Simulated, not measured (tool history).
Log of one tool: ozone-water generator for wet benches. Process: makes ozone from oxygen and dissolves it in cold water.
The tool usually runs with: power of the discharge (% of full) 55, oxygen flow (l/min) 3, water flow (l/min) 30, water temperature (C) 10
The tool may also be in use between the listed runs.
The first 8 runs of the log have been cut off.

| run | hour | power of the discharge (% of full) | oxygen flow (l/min) | water flow (l/min) | water temperature (C) | dissolved ozone (ppm) | ozone in the gas ahead of the water (g/m3) |
|---|---|---|---|---|---|---|---|
|  | 1042.8 | water thermometer calibrated |
| 9 | 1172.4 | 55 | 3 | 30 | 10 | 10.2 | 186.7 |
| 10 | 1364.3 | 55 | 3 | 30 | 10 | 9.8 | 186.6 |
| 11 | 1539.1 | 55 | 3 | 30 | 10 | 9.9 | 188.9 |
| 12 | 1728.1 | 55 | 3 | 43 | 10 | 6.6 | 187.6 |
| 13 | 1907.6 | 55 | 3.25 | 30 | 10 | 10.4 | 181.7 |
| 14 | 2013.8 | 55 | 3 | 37 | 10 | 7.9 | 183.3 |
| 15 | 2098.5 | 68 | 3 | 37 | 10 | 8.8 | 209.3 |
| 16 | 2186.2 | 68 | 3 | 37 | 8 | 8.9 | 207.2 |
| 17 | 2281.7 | 68 | 3 | 37 | 8 | 8.7 | 207 |
| 18 | 2372.5 | 68 | 3 | 37 | 8 | 8.7 | 208.1 |
| 19 | 2562.8 | 68 | 4.45 | 29 | 8 | 13.3 | 180 |
| 20 | 2735.6 | 55 | 5.33 | 23 | 10 | 15.2 | 146.8 |
| 21 | 2835.6 | 55 | 3 | 30 | 17 | 9.2 | 182.9 |
| 22 | 2917.1 | 55 | 3 | 20 | 17 | 13.8 | 179.9 |
| 23 | 3081.8 | 55 | 3 | 20 | 17 | 13.5 | 182.7 |
| 24 | 3245.4 | 99 | 3 | 31 | 17 | 12.2 | 247.9 |
|  | 3311.3 | contactor cleaned |
| 25 | 3447.4 | 87 | 1.54 | 44 | 10 | 5.7 | 296.1 |
| 26 | 3630.3 | 87 | 1.54 | 44 | 10 | 6 | 295 |
| 27 | 3805.5 | 87 | 1.54 | 44 | 10 | 5.8 | 295.4 |
| 28 | 3986.9 | 87 | 1.54 | 44 | 10 | 5.5 | 290.9 |
| 29 | 4112.9 | 53 | 2.65 | 30 | 5 | 9.3 | 182.9 |
| 30 | 4236.6 | 85 | 2.65 | 30 | 6 | 11.8 | 235.2 |
| 31 | 4341 | 42 | 3 | 30 | 17 | 8 | 153.1 |
| 32 | 4470.5 | 42 | 1.82 | 30 | 5 | 6.8 | 183.4 |

Predict each of these 3 candidate next runs independently; none follows another, all start after run 32:
| A | 4647.3 | 42 | 1.82 | 30 | 13 | ? | ? |
| B | 4647.3 | 42 | 4.77 | 20 | 5 | ? | ? |
| C | 4647.3 | 49 | 1.51 | 30 | 5 | ? | ? |

| run | dissolved ozone (ppm) | ozone in the gas ahead of the water (g/m3) |
|---|---|---|
| A | 6.4 | 182.6 |
| B | 15.4 | 128.5 |
| C | 6.6 | 212.6 |
Take away the tool's hidden state, keep each run's random variation, and the runs would have read:
| run | dissolved ozone (ppm) | ozone in the gas ahead of the water (g/m3) |
|---|---|---|
| A | 7.2 | 199.8 |
| B | 17.2 | 140.6 |
| C | 7.4 | 235.3 |
